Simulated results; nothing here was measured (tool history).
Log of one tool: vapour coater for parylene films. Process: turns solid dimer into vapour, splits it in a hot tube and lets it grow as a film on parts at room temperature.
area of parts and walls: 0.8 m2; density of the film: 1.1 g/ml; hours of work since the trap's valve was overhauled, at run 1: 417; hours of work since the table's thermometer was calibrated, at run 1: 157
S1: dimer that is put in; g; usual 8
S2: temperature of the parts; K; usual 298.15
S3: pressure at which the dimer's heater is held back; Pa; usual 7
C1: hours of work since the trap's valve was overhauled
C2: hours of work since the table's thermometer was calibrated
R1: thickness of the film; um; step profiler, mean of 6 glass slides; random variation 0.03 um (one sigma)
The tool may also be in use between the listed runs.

Run 1, hour 0: usual settings; C1 417; C2 157. Result: R1 5.83 um.
Run 2, hour 21.6: usual settings but S3 8.37 Pa; C1 436; C2 176. Result: R1 5.71 um.
At hour 35.2: trap's valve overhauled.
Run 3, hour 60.1: usual settings but S3 4.96 Pa; C1 22; C2 206. Result: R1 6.33 um.
Run 4, hour 91.5: usual settings but S3 4.96 Pa; C1 49; C2 233. Result: R1 6.3 um.
Run 5, hour 125.5: usual settings but S3 4.96 Pa; C1 79; C2 263. Result: R1 6.27 um.
Run 6, hour 154.7: usual settings but S2 297.15 K; C1 104; C2 288. Result: R1 6.26 um.
Run 7, hour 187.3: usual settings but S2 297.15 K; C1 132; C2 317. Result: R1 6.25 um.
Run 8, hour 218: usual settings but S2 297.15 K; C1 159; C2 343. Result: R1 6.18 um.
Run 9, hour 240.6: usual settings; C1 179; C2 363. Result: R1 5.92 um.
Run 10, hour 276.9: usual settings; C1 210; C2 395. Result: R1 5.92 um.
Run 11, hour 309.3: usual settings; C1 238; C2 423. Result: R1 5.9 um.

The next listed run, before its measurement:
Run 12, hour 340.1: usual settings but S1 4 g, S3 6.02 Pa; C1 265; C2 450. Result: R1 ?.

R1: 2.96 um
Without the tool's hidden state the same run would have given R1 3.16 um.
